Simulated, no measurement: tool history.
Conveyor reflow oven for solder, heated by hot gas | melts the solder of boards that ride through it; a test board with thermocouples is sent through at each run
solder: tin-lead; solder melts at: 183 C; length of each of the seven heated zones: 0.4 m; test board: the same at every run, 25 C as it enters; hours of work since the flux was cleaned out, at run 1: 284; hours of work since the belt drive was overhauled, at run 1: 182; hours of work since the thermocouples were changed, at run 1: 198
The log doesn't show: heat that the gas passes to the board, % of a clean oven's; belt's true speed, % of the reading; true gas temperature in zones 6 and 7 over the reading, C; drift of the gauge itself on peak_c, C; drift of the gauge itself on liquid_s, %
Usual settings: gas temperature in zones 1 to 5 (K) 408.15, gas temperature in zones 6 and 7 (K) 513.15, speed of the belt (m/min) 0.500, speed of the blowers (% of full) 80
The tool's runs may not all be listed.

run   hour  gas temperature in zones 1 to 5 (K)  gas temperature in zones 6 and 7 (K)  speed of the belt (m/min)  speed of the blowers (% of full)  hours of work since the flux was cleaned out  hours of work since the belt drive was overhauled  hours of work since the thermocouples were changed  highest temperature of the board (K)  time above the solder's melting point (s)
  1    0.0                               408.15                                513.15                      0.500                                80                                           284                                                182                                                 198                                491.95                                       72.1
  2   10.5                               408.15                                513.15                      0.500                                80                                           289                                                188                                                 203                                491.95                                       72.0
  3   16.9                               408.15                                513.15                      0.500                                80                                           292                                                191                                                 206                                492.15                                       71.9
  4   22.6                               408.15                                513.15                      0.500                                80                                           295                                                194                                                 209                                492.25                                       71.8
  5   31.7                               408.15                                513.15                      0.500                                65                                           300                                                198                                                 214                                487.85                                       67.4
      41.6  -- flux residue cleaned out of gas plates and filters
  6   47.9                               408.15                                513.15                      0.424                                65                                             3                                                204                                                 220                                496.95                                       90.7
  7   55.6                               408.15                                513.15                      0.500                                80                                             7                                                208                                                 223                                495.45                                       75.4
  8   63.8                               408.15                                502.15                      0.500                                80                                            11                                                212                                                 228                                485.35                                       66.4
  9   68.6                               408.15                                513.15                      0.500                                80                                            14                                                214                                                 230                                495.35                                       75.4
 10   76.5                               408.15                                513.15                      0.500                                80                                            18                                                218                                                 234                                495.35                                       75.1
 11   87.2                               408.15                                513.15                      0.500                                80                                            23                                                224                                                 239                                495.25                                       75.2
 12   95.5                               408.15                                513.15                      0.500                                80                                            27                                                228                                                 243                                495.15                                       75.0
 13  101.5                               408.15                                513.15                      0.500                                89                                            30                                                231                                                 246                                496.85                                       77.0
 14  107.6                               403.15                                513.15                      0.500                                80                                            33                                                234                                                 250                                494.25                                       72.1
 15  114.1                               403.15                                513.15                      0.500                                80                                            36                                                237                                                 253                                493.75                                       72.0
 16  124.0                               419.15                                513.15                      0.500                                59                                            41                                                242                                                 258                                491.45                                       76.0
 17  129.4                               419.15                                513.15                      0.550                                59                                            44                                                245                                                 260                                487.65                                       64.8
 18  137.3                               396.15                                516.15                      0.590                                80                                            48                                                249                                                 264                                488.85                                       53.3
 19  144.3                               404.15                                516.15                      0.509                                80                                            52                                                252                                                 268                                495.85                                       73.1
 20  153.1                               404.15                                516.15                      0.509                                80                                            56                                                257                                                 272                                495.95                                       72.8
 21  161.9                               404.15                                518.15                      0.435                                80                                            60                                                261                                                 277                                502.75                                       92.2
 22  167.3                               408.15                                513.15                      0.564                                75                                            63                                                264                                                 279                                489.05                                       60.2
 23  178.3                               415.15                                505.15                      0.564                                75                                            69                                                269                                                 285                                484.25                                       58.3
 24  184.9                               418.15                                519.15                      0.565                                80                                            72                                                273                                                 288                                497.35                                       71.5
 25  192.5                               397.15                                519.15                      0.565                                80                                            76                                                277                                                 292                                492.85                                       59.9
 26  200.4                               408.15                                513.15                      0.536                                80                                            80                                                280                                                 296                                492.05                                       67.0
 27  207.2                               400.15                                524.15                      0.536                                54                                            83                                                284                                                 300                                490.55                                       61.2
 28  216.7                               407.15                                521.15                      0.500                                80                                            88                                                289                                                 304                                500.45                                       79.9
 29  227.6                               414.15                                515.15                      0.500                                80                                            93                                                294                                                 310                                497.25                                       79.2
 30  233.7                               414.15                                515.15                      0.500                                80                                            96                                                297                                                 313                                497.15                                       79.3

How the hidden state differs across the entries between the runs, from the last listed run before each to the first after it:
Between runs 5 and 6: flux residue cleaned out of gas plates and filters (hour 41.6)
  heat that the gas passes to the board, % of a clean oven's: 88.6 -> 99.2; belt's true speed, % of the reading: 99.74 -> 99.73; true gas temperature in zones 6 and 7 over the reading, C: -1.42 -> -1.43
  measured less the result without the state, highest temperature of the board (K): -4.40 -> -1.30; time above the solder's melting point (s): -5.0 -> -1.0

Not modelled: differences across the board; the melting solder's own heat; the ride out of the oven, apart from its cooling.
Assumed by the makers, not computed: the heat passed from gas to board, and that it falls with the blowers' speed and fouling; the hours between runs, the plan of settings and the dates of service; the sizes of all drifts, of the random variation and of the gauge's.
